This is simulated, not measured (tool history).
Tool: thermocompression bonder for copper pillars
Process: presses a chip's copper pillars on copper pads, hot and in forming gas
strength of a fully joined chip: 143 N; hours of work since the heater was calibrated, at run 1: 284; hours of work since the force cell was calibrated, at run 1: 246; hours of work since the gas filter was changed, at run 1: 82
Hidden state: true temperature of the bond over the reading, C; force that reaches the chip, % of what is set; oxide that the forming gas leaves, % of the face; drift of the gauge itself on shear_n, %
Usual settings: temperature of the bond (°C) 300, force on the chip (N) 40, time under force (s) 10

run,hour,temperature of the bond (°C),force on the chip (N),time under force (s),hours of work since the heater was calibrated,hours of work since the force cell was calibrated,hours of work since the gas filter was changed,force that shears a chip off (N)
1,0.0,300,40,10,284,246,82,51.6
2,21.4,300,40,10,301,263,99,51.3
3,56.5,300,40,10,329,291,127,51.2
4,102.3,290,40,10,365,327,163,43.4
5,139.9,290,40,10,395,356,192,44.0
6,171.5,290,40,10,420,382,217,44.3
7,193.0,321,40,10,437,398,234,65.4
8,230.5,297,40,10,467,428,264,46.4
9,260.8,297,40,10,491,452,288,46.4
10,307.5,297,40,10,528,489,325,47.1
11,345.4,297,40,10,558,519,355,46.5
12,374.9,297,40,10,581,542,378,45.7
# hour 380.0: heater calibrated with a thermocouple chip
13,410.0,296,40,10,24,569,405,45.1
14,450.4,296,40,10,56,601,437,44.6
# hour 469.6: forming gas filter changed
15,486.3,296,40,10,84,629,13,48.5
16,516.6,307,35,24,108,653,37,70.9
17,550.2,270,42,6,134,679,64,25.6
18,583.9,300,40,26,161,706,90,72.0
# hour 594.5: heater calibrated with a thermocouple chip, once more
19,617.3,316,29,10,18,731,115,53.1
20,663.6,290,47,7,55,767,152,43.9
21,685.0,290,47,7,72,784,169,41.8
22,711.1,300,40,9,92,805,189,49.1
23,751.5,300,40,9,124,837,221,48.7
24,771.1,301,25,7,140,852,237,33.4
25,807.8,300,51,21,169,881,266,75.4

The next listed run, before its measurement:
26,847.9,289,57,6,200,913,298,?

force that shears a chip off (N): 43.0
Without the tool's hidden state the same run would have given force that shears a chip off (N) 44.9.
